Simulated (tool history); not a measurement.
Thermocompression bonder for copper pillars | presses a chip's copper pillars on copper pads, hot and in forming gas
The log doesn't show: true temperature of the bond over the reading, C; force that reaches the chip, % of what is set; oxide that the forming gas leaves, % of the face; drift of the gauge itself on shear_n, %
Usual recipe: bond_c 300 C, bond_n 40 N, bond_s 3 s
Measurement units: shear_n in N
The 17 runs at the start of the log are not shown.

| run | hour | bond_c | bond_n | bond_s | hours of work since the heater was calibrated | hours of work since the force cell was calibrated | hours of work since the gas filter was changed | shear_n |
|---|---|---|---|---|---|---|---|---|
| 18 | 295.9 | 300 | 40 | 3 | 368 | 18 | 46 | 97.7 |
| 19 | 309.5 | 300 | 40 | 3 | 377 | 27 | 55 | 96.7 |
| 20 | 329.5 | 296 | 40 | 3 | 391 | 40 | 69 | 92.9 |
| 21 | 343.5 | 317 | 60 | 9 | 400 | 50 | 78 | 144.9 |
| 22 | 360.2 | 317 | 60 | 9 | 411 | 61 | 90 | 145.3 |
| 23 | 374.5 | 317 | 60 | 9 | 421 | 71 | 99 | 147.4 |
| 24 | 396.5 | 317 | 60 | 9 | 436 | 86 | 114 | 146.9 |
|  | 410.8 | force cell calibrated, once more |
| 25 | 415.9 | 317 | 60 | 9 | 448 | 3 | 126 | 146.9 |
| 26 | 435.2 | 317 | 60 | 9 | 461 | 17 | 139 | 146.1 |
| 27 | 450 | 300 | 40 | 6 | 471 | 27 | 149 | 112.6 |
| 28 | 464.9 | 292 | 40 | 5 | 481 | 37 | 160 | 98.5 |
| 29 | 487.9 | 292 | 40 | 5 | 497 | 52 | 175 | 99.4 |
| 30 | 500.8 | 300 | 30 | 5 | 506 | 61 | 184 | 89.7 |
| 31 | 517.3 | 300 | 30 | 5 | 517 | 72 | 195 | 90.6 |
| 32 | 538.8 | 316 | 30 | 2 | 531 | 87 | 210 | 80.1 |

Run 33 has not been measured yet. What should we expect?
| 33 | 559.8 | 327 | 56 | 4 | 546 | 101 | 224 | ? |

{"run 33": {"shear_n": 135.7}}
If the tool had no hidden condition, the same run with the same run-to-run variation would have returned shear_n 140.5 N.
